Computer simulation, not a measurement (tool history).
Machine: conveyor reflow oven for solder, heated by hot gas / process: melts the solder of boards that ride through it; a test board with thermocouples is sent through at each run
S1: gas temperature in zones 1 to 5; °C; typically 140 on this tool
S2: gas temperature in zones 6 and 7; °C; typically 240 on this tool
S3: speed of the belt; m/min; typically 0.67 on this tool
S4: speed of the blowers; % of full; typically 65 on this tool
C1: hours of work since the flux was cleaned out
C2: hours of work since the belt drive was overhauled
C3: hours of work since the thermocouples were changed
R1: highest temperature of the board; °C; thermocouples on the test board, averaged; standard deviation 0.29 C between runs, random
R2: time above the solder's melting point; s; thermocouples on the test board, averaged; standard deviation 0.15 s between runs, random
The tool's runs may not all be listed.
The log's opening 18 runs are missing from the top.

run   hour   S1   S2     S3  S4   C1   C2   C3     R1    R2
 19  249.5  133  240  0.613  53   78  369  845  216.5  48.8
 20  259.5  135  243  0.623  52   86  376  853    218  49.5
 21  272.8  144  254  0.574  63   96  387  863  236.6    68
     277.7  -- belt drive overhauled, speed set with a stopwatch
 22  292.2  140  240  0.797  65  108   11  875  212.9  36.7
 23  305.7  140  240  0.797  85  118   22  886  219.1  41.2
 24  322.3  140  240  0.797  85  131   34  899  219.1    41
 25  332.4  140  240  0.697  81  139   42  906  222.7  49.4
     346.6  -- belt drive overhauled, speed set with a stopwatch, once more
 26  349.8  140  240  0.697  81  149    2  917  222.4  48.6
 27  363.7  140  240  0.697  69  160   13  927  218.3  46.1
 28  372.4  140  240  0.697  69  167   20  934  218.3  46.1
 29  379.6  140  240   0.67  58  172   25  940  215.6  45.8
 30  387.5  140  240   0.67  58  178   32  946    216  45.8

Here are 3 independent what-if runs from the current tool condition. What would each one return?
  A  398.2  146  230   0.67  66  187  40  954   ?   ?
  B  398.2  150  245   0.67  88  187  40  954   ?   ?
  C  398.2  143  240  0.744  74  187  40  954   ?   ?

run     R1    R2
  A    212  45.2
  B  231.4  57.9
  C  218.5  43.7
Take away the tool's hidden state, keep each run's random variation, and the runs would have read:
run     R1    R2
  A  214.6  47.2
  B  234.3  58.9
  C  221.4  45.4

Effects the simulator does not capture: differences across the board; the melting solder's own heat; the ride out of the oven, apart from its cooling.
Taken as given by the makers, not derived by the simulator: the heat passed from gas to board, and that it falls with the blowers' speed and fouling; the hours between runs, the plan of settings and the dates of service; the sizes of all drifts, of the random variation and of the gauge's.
